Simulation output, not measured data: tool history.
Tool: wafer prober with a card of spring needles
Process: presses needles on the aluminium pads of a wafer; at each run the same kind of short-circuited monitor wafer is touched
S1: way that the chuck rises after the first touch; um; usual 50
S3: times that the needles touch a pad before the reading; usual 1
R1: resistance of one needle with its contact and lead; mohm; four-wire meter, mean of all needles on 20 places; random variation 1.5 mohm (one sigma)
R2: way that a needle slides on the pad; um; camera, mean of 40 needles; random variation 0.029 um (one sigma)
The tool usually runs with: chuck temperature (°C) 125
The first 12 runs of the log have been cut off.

-- hour=111.0 tips cleaned on abrasive film
run 13 hour=115.5 | S1=50 chuck_temperature_(°C)=125 S3=1 | R1=130 R2=10.56
run 14 hour=128.3 | S1=50 chuck_temperature_(°C)=125 S3=1 | R1=137 R2=10.55
run 15 hour=136.7 | S1=50 chuck_temperature_(°C)=125 S3=1 | R1=132 R2=10.52
-- hour=146.7 tips cleaned on abrasive film
run 16 hour=149.3 | S1=50 chuck_temperature_(°C)=125 S3=1 | R1=136 R2=10.51
run 17 hour=158.6 | S1=47 chuck_temperature_(°C)=125 S3=1 | R1=134 R2=9.88
run 18 hour=171.6 | S1=48 chuck_temperature_(°C)=108 S3=1 | R1=132 R2=10.13
-- hour=182.9 tips cleaned on abrasive film
run 19 hour=184.6 | S1=38 chuck_temperature_(°C)=86 S3=3 | R1=134 R2=7.97
run 20 hour=196.5 | S1=66 chuck_temperature_(°C)=48 S3=3 | R1=118 R2=13.75
run 21 hour=203.2 | S1=54 chuck_temperature_(°C)=41 S3=1 | R1=120 R2=11.35
run 22 hour=215.3 | S1=50 chuck_temperature_(°C)=41 S3=1 | R1=122 R2=10.52
-- hour=218.8 tips cleaned on abrasive film
run 23 hour=226.9 | S1=60 chuck_temperature_(°C)=63 S3=3 | R1=122 R2=12.52
run 24 hour=234.1 | S1=60 chuck_temperature_(°C)=63 S3=3 | R1=124 R2=12.59
run 25 hour=240.0 | S1=38 chuck_temperature_(°C)=69 S3=1 | R1=130 R2=7.97
run 26 hour=246.5 | S1=36 chuck_temperature_(°C)=105 S3=1 | R1=140 R2=7.50
-- hour=254.8 tips cleaned on abrasive film
run 27 hour=257.8 | S1=50 chuck_temperature_(°C)=102 S3=3 | R1=132 R2=10.40
run 28 hour=269.3 | S1=36 chuck_temperature_(°C)=99 S3=1 | R1=139 R2=7.50
run 29 hour=281.5 | S1=60 chuck_temperature_(°C)=125 S3=1 | R1=133 R2=12.57
-- hour=290.8 tips cleaned on abrasive film
run 30 hour=291.2 | S1=42 chuck_temperature_(°C)=101 S3=1 | R1=135 R2=8.73
run 31 hour=297.7 | S1=52 chuck_temperature_(°C)=38 S3=1 | R1=123 R2=10.86

Here are 3 independent what-if runs from the current tool condition. What would each one return?
run A hour=303.4 | S1=52 chuck_temperature_(°C)=112 S3=2 | R1=? R2=?
run B hour=303.4 | S1=31 chuck_temperature_(°C)=38 S3=2 | R1=? R2=?
run C hour=303.4 | S1=50 chuck_temperature_(°C)=125 S3=1 | R1=? R2=?

run=A R1=133 R2=10.83
run=B R1=134 R2=6.45
run=C R1=135 R2=10.42
With the hidden condition removed and each run's random variation left untouched, the same runs would have given:
run=A R1=133 R2=11.06
run=B R1=134 R2=6.58
run=C R1=135 R2=10.64
